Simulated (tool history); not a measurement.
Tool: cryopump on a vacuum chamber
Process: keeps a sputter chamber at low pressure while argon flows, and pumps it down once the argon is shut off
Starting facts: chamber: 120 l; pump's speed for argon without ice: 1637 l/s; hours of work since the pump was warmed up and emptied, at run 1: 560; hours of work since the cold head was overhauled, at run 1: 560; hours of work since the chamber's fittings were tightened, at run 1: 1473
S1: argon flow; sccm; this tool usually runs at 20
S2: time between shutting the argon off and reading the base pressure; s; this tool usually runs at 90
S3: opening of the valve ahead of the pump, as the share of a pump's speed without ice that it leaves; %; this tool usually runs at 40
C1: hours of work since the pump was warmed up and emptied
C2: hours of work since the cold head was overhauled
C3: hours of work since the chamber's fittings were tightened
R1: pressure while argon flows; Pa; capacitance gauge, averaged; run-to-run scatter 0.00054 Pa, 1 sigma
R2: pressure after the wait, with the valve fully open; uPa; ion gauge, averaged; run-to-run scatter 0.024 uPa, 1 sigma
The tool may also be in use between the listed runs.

run,hour,S1,S2,S3,C1,C2,C3,R1,R2
1,0,20,90,40,560,560,1473,0.0557,1.77
2,39.1,20,90,40,589,589,1502,0.057,1.78
3,73.5,20,90,24,615,615,1528,0.0904,1.83
4,104.4,20,90,24,638,638,1551,0.0919,1.82
5,135.3,20,90,24,662,662,1575,0.0916,1.93
6,168.5,20,90,24,687,687,1600,0.0922,1.92
7,209.1,20,90,24,717,717,1630,0.0913,1.91
8,238,20,90,24,739,739,1652,0.0911,2.02
9,279.6,20,63,24,771,771,1684,0.0935,2.3
10,312.6,20,90,40,795,795,1709,0.059,2.01
11,346.8,20,90,40,821,821,1734,0.0591,2.03
12,371.6,20,90,45,840,840,1753,0.0531,2.05
13,396,20,35,40,858,858,1771,0.0602,3.18
14,417.7,20,90,40,875,875,1788,0.0588,2.08
15,437.5,20,90,40,890,890,1803,0.0599,2.22
16,469.4,20,90,40,914,914,1827,0.0595,2.15
17,508.9,20,90,40,944,944,1857,0.0596,2.14
# hour 544.1: pump warmed up, emptied and cooled again
18,558.8,20,90,40,11,977,1891,0.0522,1.9
19,600.5,12,33,52,43,1009,1922,0.0243,3.08
20,638.9,12,33,52,72,1038,1951,0.0245,3.17
21,666.2,12,90,40,92,1058,1972,0.0318,1.87
22,705.7,12,90,40,122,1088,2001,0.0317,1.9
23,732.2,38,90,40,142,1108,2021,0.1011,1.94
24,773,26,90,16,173,1139,2052,0.1688,1.96
25,799.5,27,55,40,193,1159,2072,0.0718,2.38
26,841.6,19,160,16,224,1191,2104,0.1256,1.72
27,882.5,19,160,16,255,1222,2135,0.1232,1.72
28,923.6,12,40,19,286,1253,2166,0.0668,2.92
29,963.3,12,40,19,316,1283,2196,0.0676,3.01
30,983.9,12,40,19,332,1298,2211,0.0668,2.92
31,1023.7,20,90,34,362,1328,2241,0.0632,2.19
32,1059.7,20,90,34,389,1355,2268,0.0641,2.21
33,1079.1,20,90,34,404,1370,2283,0.0647,2.17
34,1109.6,13,90,23,427,1393,2306,0.0601,2.17

How would selected steps in R1 from run to run divide? Give the signed amount a tool lacking its hidden state would still show from settings, what came in and random variation, and the signed amount left for the hidden state, including any gauge scatter that is not in both of the compared results.
Unlogged tool condition in this case: pump's speed, % of a pump's without ice; cold plate's temperature, K; leak into the chamber, uPa l/s; drift of the gauge itself on working_pa, %; drift of the gauge itself on base_upa, %.
Run 17 -> 18: pump warmed up, emptied and cooled again. R1 -0.0074 Pa: hidden state -0.0079, all else +0.0005.
Run 22 -> 23: S1 12 -> 38. R1 +0.0694 Pa: hidden state +0.0017, all else +0.0677.
Run 23 -> 24: S1 38 -> 26, S3 40 -> 16. R1 +0.0677 Pa: hidden state -0.0004, all else +0.0681.
Run 24 -> 25: S1 26 -> 27, S2 90 -> 55, S3 16 -> 40. R1 -0.097 Pa: hidden state +0.0002, all else -0.0972.
Run 30 -> 31: S1 12 -> 20, S2 40 -> 90, S3 19 -> 34. R1 -0.0036 Pa: hidden state +0.0013, all else -0.0049.
